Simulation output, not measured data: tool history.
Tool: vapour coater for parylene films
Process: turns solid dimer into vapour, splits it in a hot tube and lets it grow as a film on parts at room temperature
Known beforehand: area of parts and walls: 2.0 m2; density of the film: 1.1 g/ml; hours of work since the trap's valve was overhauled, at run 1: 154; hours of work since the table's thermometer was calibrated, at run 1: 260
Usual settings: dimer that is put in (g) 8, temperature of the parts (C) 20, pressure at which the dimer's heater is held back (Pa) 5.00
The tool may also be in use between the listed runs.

run	hour	dimer that is put in (g)	temperature of the parts (C)	pressure at which the dimer's heater is held back (Pa)	hours of work since the trap's valve was overhauled	hours of work since the table's thermometer was calibrated	thickness of the film (µm)
1	0.0	8	20	5.00	154	260	1.56
2	18.1	8	20	5.00	163	269	1.60
3	43.3	8	20	5.00	175	281	1.60
4	64.3	8	20	5.00	186	292	1.62
5	85.8	8	23	5.00	197	303	1.52
6	104.5	8	23	5.00	206	312	1.47
7	123.0	8	23	5.00	215	321	1.52
8	152.8	8	23	2.90	230	336	1.65
9	174.6	8	23	2.90	241	347	1.68
10	203.6	8	20	5.26	256	362	1.55
11	224.8	8	20	5.26	267	373	1.55
12	241.4	8	15	5.59	275	381	1.74
13	263.6	8	15	5.59	286	392	1.70
14	289.1	3	18	3.54	299	405	0.66
15	304.1	12	27	7.16	307	413	1.88
16	329.0	7	13	2.39	319	425	1.83
17	345.7	4	29	2.39	328	434	0.70
18	361.5	7	20	5.00	335	441	1.33
19	385.4	4	13	6.67	347	453	0.84

Run 20 is up next; what results do you expect?
20	398.4	4	13	6.67	354	460	?

{"run 20": {"thickness of the film (µm)": 0.84}}
Minus the tool's unlogged condition, the same run would have read thickness of the film (µm) 0.91.
